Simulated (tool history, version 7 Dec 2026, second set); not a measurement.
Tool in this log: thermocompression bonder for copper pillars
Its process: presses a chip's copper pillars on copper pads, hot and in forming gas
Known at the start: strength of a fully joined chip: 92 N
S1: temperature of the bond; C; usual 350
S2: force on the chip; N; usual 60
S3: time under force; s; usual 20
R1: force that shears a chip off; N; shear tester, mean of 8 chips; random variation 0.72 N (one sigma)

run   hour   S1  S2  S3    R1
  1    0.0  350  60  20  59.0
  2    9.6  350  60  20  60.3
  3   18.4  350  60  20  59.5
  4   39.6  350  60  20  58.7
  5   57.9  350  51  20  55.1
  6   78.4  350  51  20  55.5
  7   95.7  350  51  20  55.0
  8  110.3  350  89  20  66.7
     115.3  -- forming gas filter changed
  9  119.5  350  89  16  64.0
 10  140.8  350  89  16  64.6
 11  161.5  323  60  20  51.9
 12  179.4  350  60  24  62.0
 13  198.6  350  60  24  62.3
 14  212.3  350  60  24  64.9
 15  232.0  350  60  24  64.1
 16  244.6  350  60  24  63.5
 17  259.3  350  60  20  61.4
 18  269.2  350  60  20  61.1
 19  289.5  350  60  20  59.6
 20  303.9  350  60  25  64.0
 21  318.2  350  59  20  61.7
 22  336.8  350  59  20  62.0
 23  354.0  350  59  24  64.3
 24  374.3  350  59  24  62.8
 25  386.2  355  47  24  60.7
 26  396.4  355  47  24  61.1
 27  413.1  353  69  14  59.3
 28  431.8  353  53  23  60.8
 29  445.7  353  53  23  61.9
 30  454.8  353  53  23  61.1
 31  472.4  353  53  23  61.4
 32  482.0  329  53  23  53.6
 33  496.5  329  54  14  46.4
 34  514.7  334  54  13  45.3
 35  535.8  373  83  10  63.4
 36  544.7  373  83  10  63.7
 37  564.7  344  59  15  52.9
 38  576.2  327  59  12  43.1
 39  586.8  371  47  20  60.4

Forecast each of these 3 alternatives for the next run:
  A  600.5  377  73  53   ?
  B  600.5  356  51  57   ?
  C  600.5  350  80  45   ?

run    R1
  A  84.7
  B  76.2
  C  77.6
Without the tool's unlogged condition, the same runs would have read:
run    R1
  A  84.5
  B  74.7
  C  76.3

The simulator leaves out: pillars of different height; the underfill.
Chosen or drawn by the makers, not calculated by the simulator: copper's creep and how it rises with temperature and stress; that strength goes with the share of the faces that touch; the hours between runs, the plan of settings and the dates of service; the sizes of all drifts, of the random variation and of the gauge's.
